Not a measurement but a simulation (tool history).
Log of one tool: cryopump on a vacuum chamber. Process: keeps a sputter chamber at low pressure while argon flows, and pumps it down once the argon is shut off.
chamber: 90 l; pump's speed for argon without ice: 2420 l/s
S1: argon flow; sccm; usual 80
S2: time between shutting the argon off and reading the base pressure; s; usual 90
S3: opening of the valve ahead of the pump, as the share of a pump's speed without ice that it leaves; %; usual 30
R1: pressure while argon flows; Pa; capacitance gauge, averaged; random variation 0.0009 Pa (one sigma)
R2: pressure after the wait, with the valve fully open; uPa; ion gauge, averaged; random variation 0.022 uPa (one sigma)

| run | hour | S1 | S2 | S3 | R1 | R2 |
|---|---|---|---|---|---|---|
| 1 | 0.0 | 80 | 90 | 30 | 0.1892 | 0.73 |
| 2 | 13.6 | 80 | 71 | 30 | 0.1887 | 0.91 |
| 3 | 29.7 | 80 | 90 | 30 | 0.1899 | 0.73 |
| 4 | 39.4 | 80 | 90 | 30 | 0.1883 | 0.75 |
| 5 | 56.3 | 114 | 90 | 30 | 0.2683 | 0.76 |
| 6 | 77.3 | 80 | 90 | 30 | 0.1894 | 0.74 |
| 7 | 86.7 | 80 | 90 | 30 | 0.1890 | 0.73 |
| 8 | 101.2 | 80 | 90 | 30 | 0.1902 | 0.73 |
| 9 | 120.8 | 80 | 90 | 30 | 0.1906 | 0.74 |
| 10 | 135.9 | 136 | 90 | 30 | 0.3203 | 0.71 |
| 11 | 151.1 | 80 | 300 | 57 | 0.1018 | 0.41 |
| 12 | 168.2 | 80 | 300 | 57 | 0.1014 | 0.37 |
| 13 | 183.4 | 154 | 228 | 30 | 0.3639 | 0.41 |
| 14 | 195.1 | 154 | 228 | 30 | 0.3646 | 0.44 |
| 15 | 208.4 | 154 | 228 | 30 | 0.3645 | 0.44 |
| 16 | 224.6 | 101 | 23 | 30 | 0.2414 | 2.40 |
| 17 | 241.3 | 76 | 92 | 50 | 0.1102 | 0.75 |
| 18 | 252.7 | 76 | 92 | 50 | 0.1096 | 0.76 |

Forecast each of these 4 alternatives for the next run:
| A | 273.6 | 37 | 90 | 57 | ? | ? |
| B | 273.6 | 96 | 62 | 55 | ? | ? |
| C | 273.6 | 44 | 141 | 27 | ? | ? |
| D | 273.6 | 49 | 76 | 25 | ? | ? |

| run | R1 | R2 |
|---|---|---|
| A | 0.0482 | 0.83 |
| B | 0.1278 | 1.01 |
| C | 0.1163 | 0.59 |
| D | 0.1409 | 0.87 |
Without the tool's hidden state the same runs would have given:
| run | R1 | R2 |
|---|---|---|
| A | 0.0461 | 0.73 |
| B | 0.1224 | 0.92 |
| C | 0.1138 | 0.49 |
| D | 0.1381 | 0.78 |
